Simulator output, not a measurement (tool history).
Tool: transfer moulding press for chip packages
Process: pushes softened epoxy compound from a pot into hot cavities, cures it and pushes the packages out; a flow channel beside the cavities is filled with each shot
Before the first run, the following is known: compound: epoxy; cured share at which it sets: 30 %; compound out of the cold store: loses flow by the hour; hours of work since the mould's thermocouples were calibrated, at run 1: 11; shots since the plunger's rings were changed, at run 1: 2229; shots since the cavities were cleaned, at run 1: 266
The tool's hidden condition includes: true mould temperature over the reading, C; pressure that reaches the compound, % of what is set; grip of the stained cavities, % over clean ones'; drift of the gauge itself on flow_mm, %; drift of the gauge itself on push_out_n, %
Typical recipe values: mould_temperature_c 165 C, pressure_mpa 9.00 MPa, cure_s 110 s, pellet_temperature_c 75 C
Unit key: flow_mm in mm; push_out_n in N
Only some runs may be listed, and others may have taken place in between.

| run | hour | mould_temperature_c | pressure_mpa | cure_s | pellet_temperature_c | hours of work since the mould's thermocouples were calibrated | shots since the plunger's rings were changed | shots since the cavities were cleaned | incoming compound's hours out of the cold store | flow_mm | push_out_n |
|---|---|---|---|---|---|---|---|---|---|---|---|
| 1 | 0.0 | 165 | 9.00 | 110 | 75 | 11 | 2229 | 266 | 15.8 | 615 | 515 |
| 2 | 31.0 | 165 | 9.00 | 110 | 75 | 33 | 2567 | 604 | 32.9 | 579 | 564 |
| 3 | 50.7 | 165 | 9.00 | 110 | 75 | 47 | 2782 | 819 | 21.8 | 599 | 597 |
|  | 80.9 | cavities cleaned with cleaning compound and waxed |
| 4 | 91.9 | 165 | 9.00 | 110 | 75 | 75 | 3215 | 120 | 24.7 | 590 | 659 |
| 5 | 135.8 | 165 | 9.00 | 109 | 75 | 106 | 3694 | 599 | 35.4 | 565 | 632 |
| 6 | 155.0 | 165 | 9.00 | 109 | 75 | 119 | 3905 | 810 | 43.1 | 544 | 632 |
|  | 187.1 | cavities cleaned with cleaning compound and waxed |
|  | 191.6 | plunger's sealing rings changed |
| 7 | 191.6 | 165 | 9.00 | 110 | 75 | 142 | 0 | 23 | 21.6 | 634 | 388 |
| 8 | 231.8 | 165 | 9.00 | 110 | 75 | 170 | 439 | 462 | 8.2 | 654 | 556 |
| 9 | 252.9 | 165 | 9.26 | 110 | 75 | 185 | 668 | 691 | 31.6 | 615 | 575 |
|  | 262.2 | cavities cleaned with cleaning compound and waxed, once more |
| 10 | 295.3 | 165 | 9.26 | 110 | 75 | 214 | 1115 | 361 | 26.0 | 614 | 522 |
| 11 | 328.1 | 165 | 9.26 | 110 | 75 | 237 | 1473 | 719 | 43.0 | 579 | 599 |
| 12 | 363.0 | 165 | 9.26 | 110 | 75 | 261 | 1854 | 1100 | 29.7 | 606 | 601 |
|  | 367.1 | cavities cleaned with cleaning compound and waxed |
| 13 | 404.9 | 165 | 9.26 | 110 | 75 | 290 | 2295 | 413 | 27.6 | 603 | 523 |
| 14 | 431.3 | 165 | 8.80 | 110 | 75 | 309 | 2583 | 701 | 44.3 | 550 | 584 |
|  | 473.3 | cavities cleaned with cleaning compound and waxed |
| 15 | 473.3 | 165 | 8.80 | 110 | 75 | 337 | 3026 | 0 | 45.3 | 543 | 369 |
| 16 | 512.1 | 163 | 9.00 | 110 | 69 | 364 | 3449 | 423 | 30.3 | 584 | 584 |
| 17 | 542.8 | 173 | 9.00 | 110 | 76 | 386 | 3784 | 758 | 40.2 | 524 | 516 |
| 18 | 572.2 | 158 | 8.60 | 93 | 82 | 407 | 4105 | 1079 | 47.2 | 553 | 1243 |
|  | 579.6 | cavities cleaned with cleaning compound and waxed |
|  | 591.5 | plunger's sealing rings changed |
|  | 600.2 | mould's thermocouples calibrated |
| 19 | 622.7 | 158 | 8.86 | 115 | 71 | 16 | 318 | 420 | 35.3 | 629 | 746 |
| 20 | 645.5 | 165 | 8.36 | 110 | 75 | 32 | 567 | 669 | 26.8 | 592 | 584 |
| 21 | 682.3 | 165 | 10.05 | 107 | 83 | 58 | 969 | 1071 | 33.1 | 634 | 605 |
|  | 690.2 | cavities cleaned with cleaning compound and waxed |
| 22 | 727.5 | 167 | 7.99 | 91 | 84 | 88 | 1447 | 408 | 22.2 | 572 | 614 |
| 23 | 758.6 | 165 | 9.00 | 101 | 85 | 110 | 1787 | 748 | 18.9 | 623 | 669 |
| 24 | 787.2 | 165 | 9.00 | 101 | 85 | 131 | 2099 | 1060 | 17.2 | 621 | 671 |
|  | 795.7 | cavities cleaned with cleaning compound and waxed |
| 25 | 828.3 | 165 | 9.74 | 148 | 85 | 158 | 2530 | 355 | 43.4 | 587 | 465 |
| 26 | 869.6 | 165 | 8.17 | 132 | 85 | 187 | 2981 | 806 | 9.0 | 599 | 521 |
| 27 | 888.7 | 163 | 7.43 | 116 | 81 | 201 | 3190 | 1015 | 15.6 | 562 | 621 |

Here are 5 independent what-if runs from the current tool condition. What would each one return?
|  | 900.9 | cavities cleaned with cleaning compound and waxed |
| A | 908.5 | 165 | 9.00 | 98 | 75 | 214 | 3390 | 83 | 40.6 | ? | ? |
|  | 900.9 | cavities cleaned with cleaning compound and waxed |
| B | 908.5 | 162 | 9.00 | 110 | 75 | 214 | 3390 | 83 | 8.6 | ? | ? |
|  | 900.9 | cavities cleaned with cleaning compound and waxed |
| C | 908.5 | 162 | 9.00 | 129 | 75 | 214 | 3390 | 83 | 42.9 | ? | ? |
|  | 900.9 | cavities cleaned with cleaning compound and waxed |
| D | 908.5 | 170 | 7.05 | 135 | 81 | 214 | 3390 | 83 | 9.9 | ? | ? |
|  | 900.9 | cavities cleaned with cleaning compound and waxed |
| E | 908.5 | 165 | 10.02 | 106 | 75 | 214 | 3390 | 83 | 8.6 | ? | ? |

| run | flow_mm | push_out_n |
|---|---|---|
| A | 558 | 484 |
| B | 640 | 504 |
| C | 569 | 417 |
| D | 532 | 372 |
| E | 660 | 458 |
The same runs, with their run-to-run variation unchanged, on a tool lacking any hidden condition would have given:
| run | flow_mm | push_out_n |
|---|---|---|
| A | 592 | 422 |
| B | 680 | 437 |
| C | 604 | 363 |
| D | 565 | 327 |
| E | 701 | 398 |
